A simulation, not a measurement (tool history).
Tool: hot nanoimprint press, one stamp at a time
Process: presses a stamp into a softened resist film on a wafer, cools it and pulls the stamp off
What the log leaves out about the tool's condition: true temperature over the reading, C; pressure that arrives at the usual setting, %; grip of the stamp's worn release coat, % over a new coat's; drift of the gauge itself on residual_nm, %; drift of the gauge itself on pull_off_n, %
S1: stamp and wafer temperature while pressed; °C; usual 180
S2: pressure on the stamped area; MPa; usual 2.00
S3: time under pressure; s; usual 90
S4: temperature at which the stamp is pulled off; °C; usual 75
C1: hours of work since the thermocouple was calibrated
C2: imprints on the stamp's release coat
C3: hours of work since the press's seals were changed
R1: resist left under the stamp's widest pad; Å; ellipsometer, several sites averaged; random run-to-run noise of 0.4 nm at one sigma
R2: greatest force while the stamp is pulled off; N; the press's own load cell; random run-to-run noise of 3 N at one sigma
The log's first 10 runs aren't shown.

-- hour=81.0 stamp cleaned and given a new release coat
run 11 hour=88.3 | S1=180 S2=2.00 S3=90 S4=61 | C1=279 C2=18 C3=203 | R1=2330 R2=146
run 12 hour=94.6 | S1=180 S2=2.00 S3=90 S4=61 | C1=284 C2=34 C3=208 | R1=2323 R2=155
run 13 hour=101.7 | S1=180 S2=2.00 S3=105 S4=75 | C1=289 C2=52 C3=214 | R1=2214 R2=146
run 14 hour=110.9 | S1=180 S2=2.00 S3=105 S4=75 | C1=296 C2=74 C3=221 | R1=2208 R2=146
run 15 hour=116.1 | S1=180 S2=2.00 S3=105 S4=75 | C1=300 C2=88 C3=225 | R1=2212 R2=142
run 16 hour=125.6 | S1=173 S2=2.00 S3=90 S4=75 | C1=308 C2=111 C3=232 | R1=2839 R2=145
run 17 hour=133.8 | S1=180 S2=2.00 S3=77 S4=75 | C1=314 C2=132 C3=239 | R1=2435 R2=147
run 18 hour=139.0 | S1=180 S2=2.00 S3=177 S4=70 | C1=318 C2=145 C3=243 | R1=1846 R2=153
run 19 hour=149.3 | S1=173 S2=2.00 S3=90 S4=75 | C1=326 C2=171 C3=251 | R1=2823 R2=147
run 20 hour=155.8 | S1=180 S2=2.00 S3=175 S4=82 | C1=331 C2=187 C3=256 | R1=1856 R2=134
run 21 hour=160.0 | S1=180 S2=2.00 S3=175 S4=82 | C1=335 C2=197 C3=259 | R1=1854 R2=143
run 22 hour=169.3 | S1=169 S2=1.53 S3=175 S4=82 | C1=342 C2=221 C3=266 | R1=2910 R2=142
run 23 hour=179.4 | S1=192 S2=2.82 S3=175 S4=83 | C1=350 C2=246 C3=274 | R1=1020 R2=145
run 24 hour=183.9 | S1=169 S2=2.82 S3=175 S4=83 | C1=353 C2=257 C3=278 | R1=2359 R2=141
run 25 hour=189.5 | S1=169 S2=2.82 S3=175 S4=83 | C1=357 C2=271 C3=282 | R1=2363 R2=139
run 26 hour=195.1 | S1=169 S2=2.82 S3=175 S4=83 | C1=362 C2=285 C3=286 | R1=2367 R2=141
run 27 hour=203.9 | S1=180 S2=2.82 S3=175 S4=62 | C1=369 C2=307 C3=293 | R1=1572 R2=158
run 28 hour=210.4 | S1=180 S2=1.35 S3=157 S4=62 | C1=374 C2=323 C3=298 | R1=2264 R2=164
run 29 hour=215.0 | S1=180 S2=3.17 S3=55 S4=75 | C1=377 C2=335 C3=302 | R1=2246 R2=157
run 30 hour=221.0 | S1=168 S2=1.88 S3=55 S4=75 | C1=382 C2=350 C3=307 | R1=3458 R2=151
run 31 hour=229.9 | S1=168 S2=1.88 S3=55 S4=75 | C1=389 C2=372 C3=314 | R1=3463 R2=151

3 ways to go on from here, each from the tool as it stands after run 31. What would each give?
run A hour=234.9 | S1=182 S2=1.80 S3=90 S4=62 | C1=393 C2=385 C3=317 | R1=? R2=?
run B hour=234.9 | S1=168 S2=3.14 S3=159 S4=69 | C1=393 C2=385 C3=317 | R1=? R2=?
run C hour=234.9 | S1=180 S2=1.76 S3=90 S4=75 | C1=393 C2=385 C3=317 | R1=? R2=?

run=A R1=2267 R2=164
run=B R1=2412 R2=157
run=C R1=2417 R2=149
Take away the tool's hidden state, keep each run's random variation, and the runs would have read:
run=A R1=2308 R2=152
run=B R1=2453 R2=145
run=C R1=2460 R2=137

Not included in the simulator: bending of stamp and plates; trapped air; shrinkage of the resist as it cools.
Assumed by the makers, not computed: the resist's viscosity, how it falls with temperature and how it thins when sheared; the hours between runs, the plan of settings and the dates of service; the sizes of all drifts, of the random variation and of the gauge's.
